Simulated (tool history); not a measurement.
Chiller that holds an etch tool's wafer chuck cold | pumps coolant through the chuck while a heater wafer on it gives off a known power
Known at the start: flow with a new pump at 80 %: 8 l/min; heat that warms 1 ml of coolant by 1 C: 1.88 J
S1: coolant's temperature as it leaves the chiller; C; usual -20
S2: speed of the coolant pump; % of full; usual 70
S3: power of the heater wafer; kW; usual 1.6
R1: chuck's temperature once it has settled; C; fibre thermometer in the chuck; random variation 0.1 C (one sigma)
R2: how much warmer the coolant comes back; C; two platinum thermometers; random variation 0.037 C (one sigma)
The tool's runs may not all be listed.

Run 1, hour 0: usual settings. Result: R1 -5.4 C, R2 7.23 C.
Run 2, hour 92.3: usual settings but S3 0.987 kW. Result: R1 -11.1 C, R2 4.44 C.
Run 3, hour 210.4: usual settings but S3 0.987 kW. Result: R1 -11.1 C, R2 4.48 C.
Run 4, hour 310.6: usual settings but S3 0.987 kW. Result: R1 -11.1 C, R2 4.44 C.
Run 5, hour 414.9: usual settings but S1 -17 C. Result: R1 -2.4 C, R2 7.36 C.
Run 6, hour 537.8: usual settings but S1 -10 C. Result: R1 4.8 C, R2 7.27 C.
Run 7, hour 616.3: usual settings but S1 -10 C. Result: R1 4.6 C, R2 7.22 C.
Run 8, hour 762.8: usual settings but S1 -24 C. Result: R1 -9.5 C, R2 7.23 C.
Run 9, hour 868.7: usual settings. Result: R1 -5.5 C, R2 7.21 C.
Run 10, hour 1018.8: usual settings but S1 -26 C. Result: R1 -11.5 C, R2 7.25 C.
Run 11, hour 1167.4: usual settings but S3 1.295 kW. Result: R1 -8.1 C, R2 5.83 C.
Run 12, hour 1285.6: usual settings. Result: R1 -5.4 C, R2 7.25 C.
Run 13, hour 1435.6: usual settings but S1 -16 C. Result: R1 -1.5 C, R2 7.27 C.
Run 14, hour 1580.5: usual settings but S2 64 % of full. Result: R1 -4.7 C, R2 7.92 C.
Run 15, hour 1686.3: usual settings but S1 -25 C, S2 64 % of full. Result: R1 -9.5 C, R2 7.89 C.
Run 16, hour 1797: usual settings but S1 -27 C. Result: R1 -12.6 C, R2 7.21 C.
Run 17, hour 1873.5: usual settings but S1 -27 C. Result: R1 -12.4 C, R2 7.19 C.
Run 18, hour 2002: usual settings but S1 -22 C, S2 99 % of full, S3 2.264 kW. Result: R1 -5.9 C, R2 7.17 C.
Run 19, hour 2160.6: usual settings but S1 -22 C, S2 76 % of full, S3 1.443 kW. Result: R1 -9.6 C, R2 6 C.
Run 20, hour 2311.6: usual settings but S1 -22 C, S2 76 % of full, S3 1.443 kW. Result: R1 -9.6 C, R2 5.92 C.
Run 21, hour 2388.7: usual settings but S1 -16 C, S2 82 % of full, S3 0.841 kW. Result: R1 -9.2 C, R2 3.17 C.
Run 22, hour 2459.2: usual settings but S1 -15 C, S2 65 % of full, S3 0.841 kW. Result: R1 -6.7 C, R2 4.01 C.
Run 23, hour 2597.7: usual settings but S1 -23 C, S2 79 % of full. Result: R1 -9.5 C, R2 6.31 C.
Run 24, hour 2716.1: usual settings but S1 -29 C. Result: R1 -14.4 C, R2 7.18 C.
Run 25, hour 2879.5: usual settings but S1 -25 C, S2 61 % of full, S3 0.887 kW. Result: R1 -16.2 C, R2 4.53 C.
Run 26, hour 3006: usual settings but S1 -25 C, S2 61 % of full, S3 0.887 kW. Result: R1 -16.1 C, R2 4.51 C.
At hour 3126.3: coolant pump overhauled.
Run 27, hour 3132.3: usual settings but S1 -25 C, S2 61 % of full, S3 0.887 kW. Result: R1 -15.9 C, R2 4.49 C.
Run 28, hour 3260: usual settings but S1 -18 C, S2 80 % of full, S3 0.887 kW. Result: R1 -10.7 C, R2 3.34 C.
Run 29, hour 3384.5: usual settings but S1 -18 C, S2 80 % of full, S3 0.887 kW. Result: R1 -10.7 C, R2 3.32 C.
Run 30, hour 3538.7: usual settings but S1 -28 C, S2 65 % of full. Result: R1 -12.8 C, R2 7.72 C.
Run 31, hour 3643.7: usual settings but S1 -27 C, S2 65 % of full, S3 1.721 kW. Result: R1 -10.6 C, R2 8.26 C.
Run 32, hour 3715.1: usual settings but S1 -15 C, S2 63 % of full, S3 2.341 kW. Result: R1 8 C, R2 11.68 C.

Some steps in R2 between neighbouring runs. How much of each would the tool show without its hidden state too (settings, what came in, random variation), and how much is left for the hidden state, with any gauge scatter that isn't in both results?
The hidden state here: heat passed by the chuck's channels, % of clean ones'; flow at a given pump speed, % of a new pump's; coolant's true temperature over the reading, C; drift of the gauge itself on chuck_c, C; drift of the gauge itself on warmer_back_c, C.
Run 4 -> 5: S1 -20 -> -17, S3 0.987 -> 1.6. R2 +2.92 C: hidden state +0, all else +2.92.
Run 10 -> 11: S1 -26 -> -20, S3 1.6 -> 1.295. R2 -1.42 C: hidden state -0.02, all else -1.4.
Run 15 -> 16: S1 -25 -> -27, S2 64 -> 70. R2 -0.68 C: hidden state -0.02, all else -0.66.
Run 26 -> 27: coolant pump overhauled. R2 -0.02 C: hidden state -0.02, all else +0.
Run 29 -> 30: S1 -18 -> -28, S2 80 -> 65, S3 0.887 -> 1.6. R2 +4.4 C: hidden state -0.01, all else +4.41.
Run 31 -> 32: S1 -27 -> -15, S2 65 -> 63, S3 1.721 -> 2.341. R2 +3.42 C: hidden state +0, all else +3.42.
